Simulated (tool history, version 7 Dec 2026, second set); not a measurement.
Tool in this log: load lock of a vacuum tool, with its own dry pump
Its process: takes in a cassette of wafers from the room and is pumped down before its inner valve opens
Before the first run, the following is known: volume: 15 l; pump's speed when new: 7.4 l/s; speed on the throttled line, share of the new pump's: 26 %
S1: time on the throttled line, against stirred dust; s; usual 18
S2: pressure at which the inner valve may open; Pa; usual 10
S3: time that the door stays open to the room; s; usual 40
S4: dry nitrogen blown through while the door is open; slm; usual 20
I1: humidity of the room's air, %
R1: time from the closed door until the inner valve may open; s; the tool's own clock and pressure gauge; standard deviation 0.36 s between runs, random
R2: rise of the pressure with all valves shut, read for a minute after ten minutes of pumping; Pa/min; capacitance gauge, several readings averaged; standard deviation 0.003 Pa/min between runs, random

run 1 hour=0.0 | S1=18 S2=10 S3=40 S4=20 | I1=46.6 | R1=32.1 R2=0.055
run 2 hour=170.7 | S1=18 S2=10 S3=40 S4=20 | I1=46.5 | R1=32.4 R2=0.055
run 3 hour=314.0 | S1=18 S2=10 S3=40 S4=11 | I1=48.6 | R1=32.5 R2=0.070
run 4 hour=538.4 | S1=18 S2=10 S3=40 S4=11 | I1=45.5 | R1=32.7 R2=0.071
run 5 hour=808.5 | S1=18 S2=10 S3=40 S4=11 | I1=43.2 | R1=32.0 R2=0.063
run 6 hour=999.4 | S1=18 S2=10 S3=40 S4=20 | I1=43.8 | R1=31.9 R2=0.056
run 7 hour=1174.6 | S1=18 S2=10 S3=40 S4=20 | I1=42.3 | R1=32.6 R2=0.057
run 8 hour=1392.5 | S1=18 S2=10 S3=40 S4=20 | I1=46.5 | R1=32.8 R2=0.053
run 9 hour=1592.8 | S1=18 S2=10 S3=40 S4=20 | I1=43.6 | R1=32.7 R2=0.050
run 10 hour=1863.3 | S1=18 S2=10 S3=40 S4=20 | I1=43.3 | R1=33.3 R2=0.056
run 11 hour=2098.2 | S1=18 S2=20 S3=222 S4=10 | I1=44.3 | R1=31.3 R2=0.182
run 12 hour=2294.9 | S1=18 S2=8 S3=40 S4=22 | I1=47.2 | R1=32.7 R2=0.063
run 13 hour=2548.7 | S1=33 S2=13 S3=99 S4=28 | I1=43.4 | R1=42.7 R2=0.072
run 14 hour=2787.8 | S1=33 S2=13 S3=99 S4=28 | I1=46.7 | R1=42.9 R2=0.078

What does the tool deliver on the next run?
run 15 hour=2984.2 | S1=18 S2=13 S3=40 S4=6 | I1=42.5 | R1=? R2=?

R1: 32.6 s
R2: 0.088 Pa/min
Without the tool's hidden state the same run would have given R1 31.7 s, R2 0.071 Pa/min.
